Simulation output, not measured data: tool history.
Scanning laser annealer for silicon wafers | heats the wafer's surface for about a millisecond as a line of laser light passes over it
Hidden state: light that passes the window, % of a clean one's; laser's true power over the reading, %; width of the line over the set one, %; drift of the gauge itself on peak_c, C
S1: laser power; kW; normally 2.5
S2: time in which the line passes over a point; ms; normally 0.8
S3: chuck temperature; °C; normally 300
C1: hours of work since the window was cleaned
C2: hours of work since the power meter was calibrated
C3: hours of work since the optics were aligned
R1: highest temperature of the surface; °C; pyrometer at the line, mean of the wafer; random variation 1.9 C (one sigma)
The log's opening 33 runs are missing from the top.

run	hour	S1	S2	S3	C1	C2	C3	R1
34	220.3	2.536	0.774	325	211	187	1024	1147
35	227.5	2.553	0.855	329	215	190	1028	1195
36	232.1	2.553	0.855	329	217	192	1030	1194
37	240.1	2.281	0.8	272	221	196	1034	1013
38	246.1	2.5	0.791	300	224	199	1037	1121
39	252.9	2.36	0.75	318	227	203	1040	1070
40	258.5	2.316	0.855	299	230	205	1043	1076
41	265.1	2.5	0.8	308	233	208	1046	1128

4 options for the next run, each taken on its own from the tool as it stands now. Forecast them:
A	270.6	2.5	0.824	308	236	211	1049	?
B	270.6	2.224	0.8	287	236	211	1049	?
C	270.6	2.552	0.98	327	236	211	1049	?
D	270.6	2.251	0.681	313	236	211	1049	?

run	R1
A	1138
B	1011
C	1243
D	998
Had the tool no hidden state, the same runs would have come out as:
run	R1
A	1138
B	1011
C	1244
D	998
